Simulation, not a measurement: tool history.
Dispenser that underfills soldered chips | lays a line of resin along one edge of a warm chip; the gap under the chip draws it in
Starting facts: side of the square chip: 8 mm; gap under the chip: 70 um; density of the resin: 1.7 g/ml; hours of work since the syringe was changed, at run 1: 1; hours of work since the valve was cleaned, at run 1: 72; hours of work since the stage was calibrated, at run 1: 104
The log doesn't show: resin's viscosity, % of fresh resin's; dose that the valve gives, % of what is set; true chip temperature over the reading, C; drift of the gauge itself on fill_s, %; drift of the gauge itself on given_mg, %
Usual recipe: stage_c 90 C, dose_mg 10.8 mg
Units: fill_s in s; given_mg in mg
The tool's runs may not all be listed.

run	day	stage_c	dose_mg	hours of work since the syringe was changed	hours of work since the valve was cleaned	hours of work since the stage was calibrated	fill_s	given_mg
1	0.000	90	10.8	1	72	104	61.1	10.54
2	0.254	90	10.8	5	76	108	84.2	10.54
# day 0.333: new syringe of resin
3	0.462	90	10.8	2	79	111	64.6	10.51
4	0.721	90	10.8	6	83	115	89.7	10.49
# day 0.746: new syringe of resin
5	0.971	76	10.8	3	87	118	123.0	10.44
6	1.112	76	10.8	6	89	120	147.2	10.46
# day 1.154: new syringe of resin
7	1.292	88	10.8	2	91	123	71.3	10.45
# day 1.562: new syringe of resin
8	1.562	76	10.8	0	95	127	90.2	10.46
9	1.792	93	11.7	4	99	130	63.5	11.30

What does the tool deliver on the next run?
# day 1.971: new syringe of resin
10	1.996	83	10.8	0	102	133	?	?

fill_s: 72.7 s
given_mg: 10.43 mg
Were there no unlogged condition in the tool, this run, its random variation unchanged, would have produced fill_s 67.4 s, given_mg 10.80 mg.
